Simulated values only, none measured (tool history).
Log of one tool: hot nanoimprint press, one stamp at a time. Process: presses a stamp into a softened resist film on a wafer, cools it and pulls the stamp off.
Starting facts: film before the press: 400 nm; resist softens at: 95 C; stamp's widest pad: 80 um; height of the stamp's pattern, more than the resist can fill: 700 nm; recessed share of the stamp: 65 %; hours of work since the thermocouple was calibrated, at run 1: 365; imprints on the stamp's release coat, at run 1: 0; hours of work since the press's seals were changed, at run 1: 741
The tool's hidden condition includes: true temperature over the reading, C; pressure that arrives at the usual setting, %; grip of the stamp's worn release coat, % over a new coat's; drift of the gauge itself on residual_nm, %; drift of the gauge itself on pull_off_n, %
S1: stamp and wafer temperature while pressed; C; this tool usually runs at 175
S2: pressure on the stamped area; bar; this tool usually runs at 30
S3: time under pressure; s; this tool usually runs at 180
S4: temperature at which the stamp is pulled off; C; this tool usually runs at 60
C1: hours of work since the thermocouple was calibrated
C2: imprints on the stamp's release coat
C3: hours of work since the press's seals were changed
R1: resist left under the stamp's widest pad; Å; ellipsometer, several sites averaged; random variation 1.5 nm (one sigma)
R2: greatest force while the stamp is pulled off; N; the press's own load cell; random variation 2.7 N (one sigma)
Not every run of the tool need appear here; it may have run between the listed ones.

{"run": 1, "hour": 0.0, "S1": 175, "S2": 30, "S3": 180, "S4": 60, "C1": 365, "C2": 0, "C3": 741, "R1": 2535, "R2": 134}
{"run": 2, "hour": 21.9, "S1": 175, "S2": 30, "S3": 180, "S4": 60, "C1": 378, "C2": 61, "C3": 753, "R1": 2514, "R2": 133}
{"run": 3, "hour": 54.5, "S1": 175, "S2": 30, "S3": 180, "S4": 61, "C1": 396, "C2": 154, "C3": 772, "R1": 2525, "R2": 131}
{"hour": 83.3, "done": "plate thermocouple calibrated"}
{"run": 4, "hour": 83.3, "S1": 175, "S2": 30, "S3": 180, "S4": 61, "C1": 0, "C2": 227, "C3": 786, "R1": 2423, "R2": 130}
{"run": 5, "hour": 133.6, "S1": 175, "S2": 30, "S3": 180, "S4": 61, "C1": 29, "C2": 369, "C3": 815, "R1": 2445, "R2": 134}
{"run": 6, "hour": 160.3, "S1": 175, "S2": 30, "S3": 180, "S4": 61, "C1": 44, "C2": 444, "C3": 830, "R1": 2435, "R2": 130}
{"run": 7, "hour": 192.6, "S1": 175, "S2": 30, "S3": 180, "S4": 61, "C1": 62, "C2": 536, "C3": 849, "R1": 2453, "R2": 133}
{"run": 8, "hour": 216.2, "S1": 175, "S2": 30, "S3": 180, "S4": 60, "C1": 76, "C2": 602, "C3": 862, "R1": 2453, "R2": 134}
{"run": 9, "hour": 247.4, "S1": 175, "S2": 30, "S3": 180, "S4": 60, "C1": 93, "C2": 691, "C3": 880, "R1": 2477, "R2": 134}
{"run": 10, "hour": 288.3, "S1": 175, "S2": 30, "S3": 180, "S4": 60, "C1": 117, "C2": 806, "C3": 903, "R1": 2449, "R2": 135}
{"run": 11, "hour": 323.3, "S1": 177, "S2": 30, "S3": 180, "S4": 60, "C1": 137, "C2": 905, "C3": 923, "R1": 2331, "R2": 136}
{"run": 12, "hour": 375.9, "S1": 177, "S2": 30, "S3": 180, "S4": 60, "C1": 167, "C2": 1054, "C3": 953, "R1": 2337, "R2": 136}
{"run": 13, "hour": 427.2, "S1": 177, "S2": 30, "S3": 180, "S4": 60, "C1": 196, "C2": 1199, "C3": 982, "R1": 2322, "R2": 141}
{"run": 14, "hour": 478.9, "S1": 177, "S2": 30, "S3": 180, "S4": 60, "C1": 225, "C2": 1345, "C3": 1012, "R1": 2347, "R2": 142}
{"run": 15, "hour": 514.3, "S1": 175, "S2": 30, "S3": 180, "S4": 60, "C1": 246, "C2": 1446, "C3": 1032, "R1": 2481, "R2": 143}
{"run": 16, "hour": 558.7, "S1": 175, "S2": 30, "S3": 180, "S4": 60, "C1": 271, "C2": 1571, "C3": 1057, "R1": 2505, "R2": 143}
{"run": 17, "hour": 589.4, "S1": 175, "S2": 22.1, "S3": 126, "S4": 63, "C1": 288, "C2": 1658, "C3": 1075, "R1": 2994, "R2": 143}
{"run": 18, "hour": 619.8, "S1": 174, "S2": 41.8, "S3": 325, "S4": 54, "C1": 306, "C2": 1744, "C3": 1092, "R1": 1885, "R2": 151}
{"run": 19, "hour": 659.6, "S1": 174, "S2": 41.8, "S3": 325, "S4": 54, "C1": 328, "C2": 1856, "C3": 1115, "R1": 1900, "R2": 150}
{"run": 20, "hour": 695.0, "S1": 174, "S2": 41.8, "S3": 96, "S4": 54, "C1": 348, "C2": 1956, "C3": 1135, "R1": 2804, "R2": 152}
{"run": 21, "hour": 727.0, "S1": 174, "S2": 41.8, "S3": 96, "S4": 54, "C1": 367, "C2": 2047, "C3": 1153, "R1": 2800, "R2": 152}
{"run": 22, "hour": 759.8, "S1": 172, "S2": 21.8, "S3": 138, "S4": 60, "C1": 385, "C2": 2140, "C3": 1172, "R1": 3228, "R2": 151}
{"run": 23, "hour": 792.2, "S1": 172, "S2": 21.8, "S3": 138, "S4": 60, "C1": 404, "C2": 2231, "C3": 1190, "R1": 3166, "R2": 145}
{"hour": 809.7, "done": "plate thermocouple calibrated"}
{"run": 24, "hour": 831.3, "S1": 172, "S2": 21.8, "S3": 138, "S4": 60, "C1": 12, "C2": 2333, "C3": 1211, "R1": 3133, "R2": 152}
{"run": 25, "hour": 860.4, "S1": 173, "S2": 21.8, "S3": 100, "S4": 55, "C1": 29, "C2": 2416, "C3": 1227, "R1": 3247, "R2": 160}
{"hour": 874.0, "done": "stamp cleaned and given a new release coat"}
{"run": 26, "hour": 918.2, "S1": 173, "S2": 21.8, "S3": 100, "S4": 55, "C1": 58, "C2": 125, "C3": 1257, "R1": 3227, "R2": 140}
{"run": 27, "hour": 962.1, "S1": 173, "S2": 21.8, "S3": 100, "S4": 55, "C1": 83, "C2": 249, "C3": 1282, "R1": 3257, "R2": 139}
{"hour": 999.8, "done": "press's hydraulic seals changed and the load cell set to zero"}
{"run": 28, "hour": 1016.8, "S1": 173, "S2": 21.8, "S3": 100, "S4": 48, "C1": 110, "C2": 381, "C3": 10, "R1": 3233, "R2": 144}
{"run": 29, "hour": 1049.6, "S1": 181, "S2": 30, "S3": 215, "S4": 60, "C1": 129, "C2": 474, "C3": 28, "R1": 1862, "R2": 135}
{"run": 30, "hour": 1102.0, "S1": 185, "S2": 30, "S3": 180, "S4": 60, "C1": 158, "C2": 622, "C3": 58, "R1": 1725, "R2": 136}
{"run": 31, "hour": 1153.6, "S1": 185, "S2": 30, "S3": 180, "S4": 60, "C1": 188, "C2": 768, "C3": 88, "R1": 1727, "R2": 135}

The logged runs with the hidden state left out (each run's random variation unchanged):
run=1 R1=2390 R2=132
run=2 R1=2367 R2=131
run=3 R1=2373 R2=129
run=4 R1=2379 R2=128
run=5 R1=2392 R2=130
run=6 R1=2378 R2=126
run=7 R1=2389 R2=128
run=8 R1=2386 R2=129
run=9 R1=2404 R2=127
run=10 R1=2371 R2=127
run=11 R1=2247 R2=128
run=12 R1=2245 R2=126
run=13 R1=2222 R2=130
run=14 R1=2238 R2=129
run=15 R1=2365 R2=129
run=16 R1=2381 R2=128
run=17 R1=2889 R2=127
run=18 R1=1744 R2=134
run=19 R1=1752 R2=132
run=20 R1=2642 R2=133
run=21 R1=2634 R2=132
run=22 R1=3104 R2=130
run=23 R1=3041 R2=124
run=24 R1=3086 R2=131
run=25 R1=3200 R2=137
run=26 R1=3175 R2=139
run=27 R1=3199 R2=136
run=28 R1=3197 R2=140
run=29 R1=1818 R2=130
run=30 R1=1679 R2=130
run=31 R1=1674 R2=128

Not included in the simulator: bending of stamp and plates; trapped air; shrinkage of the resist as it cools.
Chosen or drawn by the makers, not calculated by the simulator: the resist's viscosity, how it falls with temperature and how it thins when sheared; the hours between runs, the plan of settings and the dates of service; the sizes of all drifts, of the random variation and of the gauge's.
